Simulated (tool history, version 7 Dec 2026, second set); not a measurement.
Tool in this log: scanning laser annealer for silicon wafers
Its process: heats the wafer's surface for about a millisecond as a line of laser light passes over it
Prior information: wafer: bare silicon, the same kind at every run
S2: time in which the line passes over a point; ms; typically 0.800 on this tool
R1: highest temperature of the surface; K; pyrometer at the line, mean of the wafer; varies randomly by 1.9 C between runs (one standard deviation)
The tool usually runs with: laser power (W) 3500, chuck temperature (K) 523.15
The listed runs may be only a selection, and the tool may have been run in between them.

run 1 hour=0.0 | laser_power_(W)=3500 S2=0.800 chuck_temperature_(K)=523.15 | R1=1350.15
run 2 hour=10.7 | laser_power_(W)=3500 S2=0.800 chuck_temperature_(K)=523.15 | R1=1351.15
run 3 hour=27.0 | laser_power_(W)=3500 S2=0.800 chuck_temperature_(K)=523.15 | R1=1350.15
run 4 hour=35.9 | laser_power_(W)=3500 S2=0.800 chuck_temperature_(K)=523.15 | R1=1349.15
run 5 hour=56.1 | laser_power_(W)=3500 S2=0.800 chuck_temperature_(K)=499.15 | R1=1327.15
run 6 hour=70.3 | laser_power_(W)=3500 S2=0.800 chuck_temperature_(K)=540.15 | R1=1368.15
run 7 hour=91.8 | laser_power_(W)=3500 S2=0.852 chuck_temperature_(K)=523.15 | R1=1369.15
run 8 hour=109.0 | laser_power_(W)=3500 S2=0.852 chuck_temperature_(K)=523.15 | R1=1367.15
-- hour=113.0 laser's power meter calibrated
run 9 hour=125.6 | laser_power_(W)=3841 S2=0.941 chuck_temperature_(K)=521.15 | R1=1519.15
run 10 hour=143.9 | laser_power_(W)=3841 S2=0.941 chuck_temperature_(K)=521.15 | R1=1525.15
run 11 hour=152.8 | laser_power_(W)=3303 S2=0.800 chuck_temperature_(K)=509.15 | R1=1268.15
run 12 hour=171.9 | laser_power_(W)=3500 S2=0.737 chuck_temperature_(K)=523.15 | R1=1314.15
run 13 hour=181.7 | laser_power_(W)=3500 S2=0.751 chuck_temperature_(K)=518.15 | R1=1315.15
run 14 hour=202.8 | laser_power_(W)=3500 S2=0.751 chuck_temperature_(K)=518.15 | R1=1313.15
-- hour=225.2 laser's power meter calibrated, once more
run 15 hour=225.2 | laser_power_(W)=3500 S2=0.751 chuck_temperature_(K)=518.15 | R1=1314.15

What if the next run were any one of these 3? Each begins from the tool's condition after run 15:
run A hour=243.9 | laser_power_(W)=3684 S2=0.655 chuck_temperature_(K)=525.15 | R1=?
run B hour=243.9 | laser_power_(W)=3500 S2=0.751 chuck_temperature_(K)=537.15 | R1=?
run C hour=243.9 | laser_power_(W)=3561 S2=0.972 chuck_temperature_(K)=492.15 | R1=?

run=A R1=1321.15
run=B R1=1331.15
run=C R1=1402.15
With the hidden condition removed and each run's random variation left untouched, the same runs would have given:
run=A R1=1349.15
run=B R1=1359.15
run=C R1=1435.15
